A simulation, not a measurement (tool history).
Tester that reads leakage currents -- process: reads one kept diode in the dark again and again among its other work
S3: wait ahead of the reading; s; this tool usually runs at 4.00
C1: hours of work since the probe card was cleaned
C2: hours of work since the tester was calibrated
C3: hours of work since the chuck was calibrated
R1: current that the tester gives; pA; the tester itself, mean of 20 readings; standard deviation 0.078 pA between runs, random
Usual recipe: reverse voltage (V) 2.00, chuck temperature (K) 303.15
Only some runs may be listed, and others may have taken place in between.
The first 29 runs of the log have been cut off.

run 30 hour=3636.7 | reverse_voltage_(V)=5.21 chuck_temperature_(K)=299.15 S3=3.38 | C1=468 C2=2274 C3=861 | R1=22.87
-- hour=3673.6 tester calibrated
run 31 hour=3744.4 | reverse_voltage_(V)=14.35 chuck_temperature_(K)=299.15 S3=1.81 | C1=528 C2=40 C3=921 | R1=38.52
run 32 hour=3878.8 | reverse_voltage_(V)=14.35 chuck_temperature_(K)=299.15 S3=1.81 | C1=604 C2=116 C3=997 | R1=39.70
run 33 hour=4006.1 | reverse_voltage_(V)=2.50 chuck_temperature_(K)=303.15 S3=4.00 | C1=677 C2=189 C3=1069 | R1=25.08
run 34 hour=4102.1 | reverse_voltage_(V)=15.51 chuck_temperature_(K)=303.15 S3=4.00 | C1=731 C2=243 C3=1124 | R1=56.74
run 35 hour=4238.9 | reverse_voltage_(V)=5.90 chuck_temperature_(K)=323.15 S3=0.85 | C1=809 C2=321 C3=1201 | R1=185.33
run 36 hour=4394.3 | reverse_voltage_(V)=5.90 chuck_temperature_(K)=323.15 S3=0.85 | C1=897 C2=409 C3=1289 | R1=186.61
run 37 hour=4578.6 | reverse_voltage_(V)=17.39 chuck_temperature_(K)=303.15 S3=0.80 | C1=1001 C2=514 C3=1394 | R1=68.08
run 38 hour=4686.4 | reverse_voltage_(V)=2.00 chuck_temperature_(K)=312.15 S3=3.88 | C1=1063 C2=575 C3=1455 | R1=50.95
run 39 hour=4763.7 | reverse_voltage_(V)=2.00 chuck_temperature_(K)=312.15 S3=3.88 | C1=1106 C2=619 C3=1499 | R1=51.25
run 40 hour=4840.0 | reverse_voltage_(V)=2.00 chuck_temperature_(K)=312.15 S3=3.88 | C1=1150 C2=662 C3=1542 | R1=51.64

Each row is a separate what-if for the run after 40, all from the same tool condition, not one after another. Results?
run A hour=5003.1 | reverse_voltage_(V)=1.14 chuck_temperature_(K)=321.15 S3=3.88 | C1=1242 C2=754 C3=1635 | R1=?
run B hour=5003.1 | reverse_voltage_(V)=2.00 chuck_temperature_(K)=303.15 S3=3.88 | C1=1242 C2=754 C3=1635 | R1=?
run C hour=5003.1 | reverse_voltage_(V)=7.85 chuck_temperature_(K)=310.15 S3=4.00 | C1=1242 C2=754 C3=1635 | R1=?

run=A R1=87.59
run=B R1=24.77
run=C R1=77.34
Stripped of hidden state, with their random variation kept, the same runs would have yielded:
run=A R1=78.17
run=B R1=20.12
run=C R1=61.57
